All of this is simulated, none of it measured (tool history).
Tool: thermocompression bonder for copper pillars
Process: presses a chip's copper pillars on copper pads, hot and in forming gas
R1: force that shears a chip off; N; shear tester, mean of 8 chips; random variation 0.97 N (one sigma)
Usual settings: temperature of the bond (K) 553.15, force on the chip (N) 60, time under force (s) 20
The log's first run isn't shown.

run 2 hour=26.3 | temperature_of_the_bond_(K)=553.15 force_on_the_chip_(N)=60 time_under_force_(s)=20 | R1=82.6
run 3 hour=55.3 | temperature_of_the_bond_(K)=549.15 force_on_the_chip_(N)=60 time_under_force_(s)=20 | R1=81.8
run 4 hour=85.7 | temperature_of_the_bond_(K)=549.15 force_on_the_chip_(N)=60 time_under_force_(s)=20 | R1=79.5
run 5 hour=114.6 | temperature_of_the_bond_(K)=549.15 force_on_the_chip_(N)=60 time_under_force_(s)=20 | R1=81.1
run 6 hour=133.8 | temperature_of_the_bond_(K)=549.15 force_on_the_chip_(N)=60 time_under_force_(s)=20 | R1=78.5
run 7 hour=157.1 | temperature_of_the_bond_(K)=553.15 force_on_the_chip_(N)=60 time_under_force_(s)=24 | R1=87.1
-- hour=176.9 forming gas filter changed
run 8 hour=185.2 | temperature_of_the_bond_(K)=530.15 force_on_the_chip_(N)=60 time_under_force_(s)=20 | R1=64.6
run 9 hour=208.0 | temperature_of_the_bond_(K)=551.15 force_on_the_chip_(N)=60 time_under_force_(s)=20 | R1=83.3
run 10 hour=230.3 | temperature_of_the_bond_(K)=551.15 force_on_the_chip_(N)=60 time_under_force_(s)=20 | R1=81.5
run 11 hour=258.2 | temperature_of_the_bond_(K)=551.15 force_on_the_chip_(N)=60 time_under_force_(s)=20 | R1=81.8
run 12 hour=278.3 | temperature_of_the_bond_(K)=548.15 force_on_the_chip_(N)=60 time_under_force_(s)=20 | R1=79.5
run 13 hour=302.4 | temperature_of_the_bond_(K)=548.15 force_on_the_chip_(N)=60 time_under_force_(s)=38 | R1=96.7
run 14 hour=327.9 | temperature_of_the_bond_(K)=548.15 force_on_the_chip_(N)=88 time_under_force_(s)=38 | R1=115.5
run 15 hour=364.4 | temperature_of_the_bond_(K)=548.15 force_on_the_chip_(N)=88 time_under_force_(s)=38 | R1=115.3
-- hour=378.7 forming gas filter changed
run 16 hour=393.1 | temperature_of_the_bond_(K)=548.15 force_on_the_chip_(N)=88 time_under_force_(s)=38 | R1=114.3
run 17 hour=429.5 | temperature_of_the_bond_(K)=557.15 force_on_the_chip_(N)=80 time_under_force_(s)=57 | R1=123.0
run 18 hour=463.4 | temperature_of_the_bond_(K)=581.15 force_on_the_chip_(N)=38 time_under_force_(s)=42 | R1=96.1
run 19 hour=487.3 | temperature_of_the_bond_(K)=546.15 force_on_the_chip_(N)=51 time_under_force_(s)=44 | R1=90.5
run 20 hour=509.2 | temperature_of_the_bond_(K)=546.15 force_on_the_chip_(N)=51 time_under_force_(s)=44 | R1=89.0
run 21 hour=530.3 | temperature_of_the_bond_(K)=545.15 force_on_the_chip_(N)=37 time_under_force_(s)=16 | R1=48.6
run 22 hour=564.4 | temperature_of_the_bond_(K)=525.15 force_on_the_chip_(N)=47 time_under_force_(s)=30 | R1=57.8
-- hour=579.5 forming gas filter changed
run 23 hour=586.0 | temperature_of_the_bond_(K)=525.15 force_on_the_chip_(N)=47 time_under_force_(s)=30 | R1=59.5
run 24 hour=618.8 | temperature_of_the_bond_(K)=552.15 force_on_the_chip_(N)=72 time_under_force_(s)=30 | R1=102.3
run 25 hour=649.2 | temperature_of_the_bond_(K)=552.15 force_on_the_chip_(N)=72 time_under_force_(s)=30 | R1=101.9

Run 26 comes next. What will it give?
run 26 hour=665.1 | temperature_of_the_bond_(K)=552.15 force_on_the_chip_(N)=49 time_under_force_(s)=16 | R1=?

{"run 26": {"R1": 64.9}}
Without the tool's hidden state the same run would have given R1 64.7 N.
